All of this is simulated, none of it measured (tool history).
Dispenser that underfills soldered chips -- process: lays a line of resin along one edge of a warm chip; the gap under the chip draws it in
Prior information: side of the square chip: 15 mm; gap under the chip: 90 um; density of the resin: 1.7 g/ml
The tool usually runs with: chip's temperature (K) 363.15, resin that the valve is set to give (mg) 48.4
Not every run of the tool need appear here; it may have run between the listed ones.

run,hour,chip's temperature (K),resin that the valve is set to give (mg),time until the resin shows at the far edge (s),resin that the valve gave (mg)
1,0.0,363.15,48.4,111.0,47.29
2,5.7,363.15,48.4,148.3,47.47
3,10.0,363.15,59.6,180.0,57.64
# hour 12.5: new syringe of resin
4,19.0,351.15,48.4,212.1,46.41
5,24.6,363.15,48.4,172.0,46.24
# hour 28.3: new syringe of resin
6,30.7,363.15,48.4,111.8,46.16
7,38.1,363.15,48.4,159.8,45.75
# hour 44.2: new syringe of resin
8,45.6,374.15,48.4,71.1,45.31
9,54.4,369.15,45.8,132.0,42.91
# hour 59.6: new syringe of resin
10,59.6,369.15,45.8,81.8,42.65
11,63.6,351.15,55.8,187.2,51.45
12,70.4,363.15,58.3,159.4,54.01
13,74.3,372.15,46.7,144.1,43.26

4 ways to go on from here, each from the tool as it stands after run 13. What would each give?
# hour 75.2: new syringe of resin
A,81.1,360.15,62.0,?,?
# hour 75.2: new syringe of resin
B,81.1,351.15,53.3,?,?
# hour 75.2: new syringe of resin
C,81.1,377.15,52.1,?,?
# hour 75.2: new syringe of resin
D,81.1,363.15,52.1,?,?

run,time until the resin shows at the far edge (s),resin that the valve gave (mg)
A,140.4,57.15
B,210.1,49.07
C,78.9,47.83
D,130.8,47.94
What these runs would have given with no unlogged condition in the tool:
run,time until the resin shows at the far edge (s),resin that the valve gave (mg)
A,100.1,62.23
B,148.3,53.43
C,55.8,52.08
D,92.5,52.19

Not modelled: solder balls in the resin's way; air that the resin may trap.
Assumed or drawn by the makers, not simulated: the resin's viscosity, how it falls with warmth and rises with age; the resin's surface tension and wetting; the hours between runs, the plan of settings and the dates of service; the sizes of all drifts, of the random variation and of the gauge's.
